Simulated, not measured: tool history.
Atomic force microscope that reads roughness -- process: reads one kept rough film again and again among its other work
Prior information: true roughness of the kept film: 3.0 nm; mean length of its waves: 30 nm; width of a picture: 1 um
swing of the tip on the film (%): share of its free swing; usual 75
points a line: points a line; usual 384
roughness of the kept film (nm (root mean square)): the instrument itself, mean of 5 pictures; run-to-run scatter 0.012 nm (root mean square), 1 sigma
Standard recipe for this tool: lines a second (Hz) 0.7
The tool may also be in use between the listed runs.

run	hour	lines a second (Hz)	swing of the tip on the film (%)	points a line	roughness of the kept film (nm (root mean square))
1	0	0.7	75	384	2.411
2	9.9	3.011	75	384	2.214
3	21.7	3.011	75	384	2.187
4	29.4	3.011	75	384	2.152
5	47.6	0.7	75	384	2.299
# hour 50.9: new tip fitted
6	56	0.7	75	384	2.706
7	66.6	0.7	75	384	2.651
8	78.8	0.7	75	384	2.612
9	97.2	0.7	75	384	2.578
10	107.2	0.7	75	384	2.55
11	118.3	0.7	75	770	2.519
12	126.6	0.7	75	770	2.496
13	140.6	0.7	75	770	2.46
14	157.1	0.7	75	770	2.408
15	171.9	0.7	75	770	2.385
16	188.4	0.7	66	384	2.328
17	196.7	0.7	66	384	2.336
# hour 202.6: new tip fitted
18	206.7	0.7	66	384	2.698
19	223.1	0.999	75	384	2.621
20	237.9	3.209	75	384	2.383
21	250.2	3.209	75	384	2.351
22	262.8	3.209	75	384	2.331
23	271.6	3.155	61	412	2.456
24	286.5	2.786	86	519	2.153
25	303.1	1.412	57	492	2.441
26	320.2	1.412	57	492	2.409
27	330.3	1.412	56	294	2.354
28	348.1	3.671	56	294	2.263
# hour 353.7: new tip fitted
29	362.7	3.671	56	294	2.64
30	370.9	0.7	75	969	2.683
31	381	0.7	89	808	2.596
32	395.7	1.512	89	808	2.408
33	414.3	1.553	81	283	2.401
34	422.7	1.553	81	283	2.389
35	431.9	0.724	89	327	2.409
36	441.4	1.9	67	311	2.423
37	451	0.555	87	337	2.41
38	461.6	1.279	81	384	2.337
39	478.5	0.577	88	682	2.351
40	489.1	0.577	79	682	2.357
41	501.2	1.923	75	778	2.244

Some steps in roughness of the kept film (nm (root mean square)), run to run, broken into two amounts with sign: the step expected even without the hidden condition (settings, incoming material, random variation), and the rest, left for the hidden condition together with whatever gauge scatter is not in both the measured and the hidden-condition-free result:
Unlogged tool condition in this case: radius of the tip, nm; height scale over the true one, %; drift of the gauge itself on roughness_nm, %.
Run 5 -> 6: new tip fitted. roughness of the kept film (nm (root mean square)) +0.407: hidden state +0.403, all else +0.004.
Run 17 -> 18: new tip fitted. roughness of the kept film (nm (root mean square)) +0.362: hidden state +0.386, all else -0.024.
Run 28 -> 29: new tip fitted. roughness of the kept film (nm (root mean square)) +0.377: hidden state +0.365, all else +0.012.
